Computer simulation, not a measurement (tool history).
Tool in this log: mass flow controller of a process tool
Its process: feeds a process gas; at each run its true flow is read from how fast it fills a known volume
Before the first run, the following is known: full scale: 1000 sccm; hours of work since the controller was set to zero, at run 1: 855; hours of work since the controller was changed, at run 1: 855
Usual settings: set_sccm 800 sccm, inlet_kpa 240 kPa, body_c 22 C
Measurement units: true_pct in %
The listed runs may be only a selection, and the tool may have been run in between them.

run	hour	set_sccm	inlet_kpa	body_c	hours of work since the controller was set to zero	hours of work since the controller was changed	true_pct
1	0	800	240	22	855	855	99.99
2	79.3	800	240	22	904	904	99.98
3	136.6	800	240	22	940	940	99.95
4	238.7	800	240	22	1003	1003	99.98
5	353.9	656	240	22	1074	1074	99.98
6	426	656	240	22	1118	1118	99.83
7	502.5	656	240	22	1166	1166	99.87
8	584.5	656	240	22	1216	1216	99.87
9	673.4	656	240	22	1271	1271	99.95
10	729	656	240	22	1306	1306	99.82
11	797.5	656	203	22	1348	1348	100.2
12	879.1	656	203	22	1399	1399	100.06
13	983.9	656	203	22	1463	1463	100.17
14	1081.3	800	160	22	1524	1524	100.55
15	1160.7	800	228	22	1573	1573	100.04
16	1258	800	157	22	1633	1633	100.63
17	1342.9	800	240	22	1685	1685	99.94
18	1424.7	800	240	22	1736	1736	99.86
19	1512	800	240	22	1790	1790	99.9
20	1614	800	240	22	1853	1853	99.84
21	1727.1	800	240	22	1923	1923	99.93
22	1851	800	142	22	1999	1999	100.74
23	1951.6	800	142	22	2062	2062	100.7
24	2011.6	800	240	22	2099	2099	99.93
25	2078.1	477	191	21	2140	2140	100.21
26	2175.4	477	191	21	2200	2200	100.29
27	2246.3	851	191	21	2244	2244	100.46
28	2336	851	248	21	2299	2299	100.03
29	2422.8	948	174	23	2353	2353	100.39
30	2509.1	681	259	23	2406	2406	99.58

Forecast run 31:
31	2566	925	208	25	2441	2441	?

{"run 31": {"true_pct": 99.86}}
Take away the tool's hidden state, keep the run-to-run variation as it was, and the same run would have given true_pct 99.86 %.
